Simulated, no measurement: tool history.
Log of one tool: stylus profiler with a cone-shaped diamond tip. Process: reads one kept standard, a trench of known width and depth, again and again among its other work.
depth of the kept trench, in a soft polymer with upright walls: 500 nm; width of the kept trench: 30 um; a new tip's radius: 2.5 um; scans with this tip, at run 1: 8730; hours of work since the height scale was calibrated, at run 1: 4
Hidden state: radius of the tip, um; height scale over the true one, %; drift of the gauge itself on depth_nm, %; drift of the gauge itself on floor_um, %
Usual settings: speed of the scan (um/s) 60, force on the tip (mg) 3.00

run	hour	speed of the scan (um/s)	force on the tip (mg)	scans with this tip	hours of work since the height scale was calibrated	depth of the trench (nm)	width of the trench's floor (µm)
1	0.0	60	3.00	8730	4	510.32	26.45
2	140.4	60	3.00	9256	71	510.10	26.43
3	272.2	60	3.00	9751	134	509.93	26.45
4	384.6	60	3.00	10172	188	509.98	26.42
5	512.1	60	3.00	10651	248	509.80	26.36
6	614.5	60	3.00	11035	297	509.68	26.38
7	680.2	60	3.00	11282	329	509.59	26.36
8	785.6	198	6.87	11677	379	517.04	26.19
9	848.3	79	7.63	11912	409	518.09	26.36
10	971.9	133	5.20	12376	468	513.74	26.26
11	1061.8	133	5.20	12713	511	513.94	26.18

The next listed run, before its measurement:
12	1133.7	133	5.20	12983	545	?	?

depth of the trench (nm): 513.71
width of the trench's floor (µm): 26.21
Without the tool's hidden state the same run would have given depth of the trench (nm) 514.44, width of the trench's floor (µm) 26.80.
